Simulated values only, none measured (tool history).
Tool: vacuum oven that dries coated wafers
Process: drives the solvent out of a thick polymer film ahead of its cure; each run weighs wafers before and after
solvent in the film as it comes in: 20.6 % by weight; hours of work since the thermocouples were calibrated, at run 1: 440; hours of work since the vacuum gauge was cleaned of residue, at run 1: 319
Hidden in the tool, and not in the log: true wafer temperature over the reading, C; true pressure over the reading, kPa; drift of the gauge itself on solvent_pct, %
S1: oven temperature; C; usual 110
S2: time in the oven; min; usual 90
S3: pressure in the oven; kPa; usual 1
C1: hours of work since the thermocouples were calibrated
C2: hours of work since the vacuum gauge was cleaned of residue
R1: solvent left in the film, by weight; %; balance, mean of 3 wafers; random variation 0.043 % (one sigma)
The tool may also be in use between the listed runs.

run	day	S1	S2	S3	C1	C2	R1
1	0	110	90	1	440	319	2.29
2	3.342	110	90	1	474	353	2.31
3	7	110	90	1	511	391	2.34
4	9.142	110	90	1	533	412	2.26
5	13.125	110	90	1	573	453	2.32
6	16.25	110	90	1	605	485	2.29
7	19.308	110	90	1	636	516	2.32
8	21.275	110	90	1	656	536	2.33
9	24.1	110	56	1	685	565	4.12
10	26.642	110	90	0.99	711	591	2.39
11	29.408	110	90	3.68	739	619	5.17
12	32.942	110	80	1	775	655	2.63
13	36.392	110	80	1	810	690	2.57
14	40.508	110	80	1	852	732	2.54
15	44.733	110	80	1	895	775	2.58
16	47.292	110	80	1	921	801	2.68
17	51.275	111	80	1	962	841	2.53
18	55.521	111	80	1	1005	885	2.44
19	57.696	111	80	1	1027	907	2.45
20	60.154	110	90	2.42	1052	932	3.87
21	64	110	90	2.42	1091	971	3.84
22	67.25	96	136	1.77	1124	1004	6.02
23	71.658	99	84	3.85	1169	1049	9.56
24	73.558	104	87	0.73	1189	1068	3.65
# day 74.317: oven's thermocouples calibrated
25	75.917	110	76	2.08	16	1091	4.67
26	79.421	122	76	2.08	52	1127	2.28
27	81.725	122	76	2.08	75	1151	2.19
28	84.95	122	76	2.08	108	1183	2.26
29	87.988	102	55	0.6	139	1214	7.57
30	92.071	115	56	3.52	181	1256	5.53
31	94.404	115	56	0.92	205	1280	3.2
# day 96.167: vacuum gauge cleaned of residue and calibrated
32	98.425	97	90	0.95	245	23	6.37
33	100.283	110	90	1.82	264	42	3.22
34	103.567	110	90	1.82	297	75	3.31
35	107.133	110	90	1.82	333	112	3.27
36	110.9	110	90	3.24	372	150	4.76
37	113.525	110	90	3.24	399	177	4.86
38	116.746	110	131	3.24	431	210	4.18
39	120.825	110	131	3.24	473	251	4.16
40	123.688	110	66	2.88	502	280	5.33
41	128.038	108	49	1.16	546	324	5.75

Hidden state at the last listed run before each entry between runs and at the first one after, where it differs:
Between runs 24 and 25: oven's thermocouples calibrated (day 74.317)
  true wafer temperature over the reading, C: 3.06 -> 0.31; true pressure over the reading, kPa: 0.453 -> 0.464
  measured less the result without the state, R1: -0.45 -> +0.4 %
Between runs 31 and 32: vacuum gauge cleaned of residue and calibrated (day 96.167)
  true wafer temperature over the reading, C: 0.74 -> 0.82; true pressure over the reading, kPa: 0.541 -> 0.012
  measured less the result without the state, R1: +0.3 -> -0.32 %

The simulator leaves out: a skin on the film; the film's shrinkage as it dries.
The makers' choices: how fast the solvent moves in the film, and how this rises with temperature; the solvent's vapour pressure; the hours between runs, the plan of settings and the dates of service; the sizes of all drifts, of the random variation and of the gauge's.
